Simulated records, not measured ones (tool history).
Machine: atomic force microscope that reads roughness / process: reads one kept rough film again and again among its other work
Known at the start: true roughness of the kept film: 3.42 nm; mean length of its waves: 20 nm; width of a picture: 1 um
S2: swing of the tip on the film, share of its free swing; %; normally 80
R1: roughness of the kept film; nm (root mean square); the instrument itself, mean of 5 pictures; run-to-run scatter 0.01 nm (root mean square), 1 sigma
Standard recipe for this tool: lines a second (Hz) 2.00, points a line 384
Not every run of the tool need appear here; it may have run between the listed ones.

run 1 hour=0.0 | lines_a_second_(Hz)=2.00 S2=80 points_a_line=384 | R1=2.250
run 2 hour=11.5 | lines_a_second_(Hz)=2.00 S2=80 points_a_line=384 | R1=1.889
run 3 hour=24.1 | lines_a_second_(Hz)=2.00 S2=80 points_a_line=933 | R1=1.637
run 4 hour=33.1 | lines_a_second_(Hz)=2.00 S2=80 points_a_line=384 | R1=1.488
-- hour=40.5 new tip fitted
run 5 hour=41.1 | lines_a_second_(Hz)=2.00 S2=80 points_a_line=384 | R1=2.423
run 6 hour=56.1 | lines_a_second_(Hz)=2.00 S2=80 points_a_line=384 | R1=1.936
run 7 hour=63.5 | lines_a_second_(Hz)=2.00 S2=80 points_a_line=384 | R1=1.784
run 8 hour=75.7 | lines_a_second_(Hz)=2.00 S2=80 points_a_line=384 | R1=1.543
run 9 hour=85.8 | lines_a_second_(Hz)=3.91 S2=65 points_a_line=384 | R1=1.423
-- hour=87.3 new tip fitted
run 10 hour=99.7 | lines_a_second_(Hz)=3.91 S2=65 points_a_line=384 | R1=2.027
run 11 hour=111.3 | lines_a_second_(Hz)=0.93 S2=65 points_a_line=566 | R1=1.899
run 12 hour=119.7 | lines_a_second_(Hz)=0.93 S2=65 points_a_line=566 | R1=1.755
-- hour=133.1 new tip fitted
run 13 hour=133.3 | lines_a_second_(Hz)=2.30 S2=58 points_a_line=496 | R1=2.595

Forecast each of these 3 alternatives for the next run:
run A hour=140.7 | lines_a_second_(Hz)=2.30 S2=58 points_a_line=402 | R1=?
run B hour=140.7 | lines_a_second_(Hz)=1.32 S2=77 points_a_line=496 | R1=?
run C hour=140.7 | lines_a_second_(Hz)=2.00 S2=64 points_a_line=397 | R1=?

run=A R1=2.297
run=B R1=2.237
run=C R1=2.262
The same runs, with their run-to-run variation unchanged, on a tool lacking any hidden condition would have given:
run=A R1=2.643
run=B R1=2.574
run=C R1=2.603
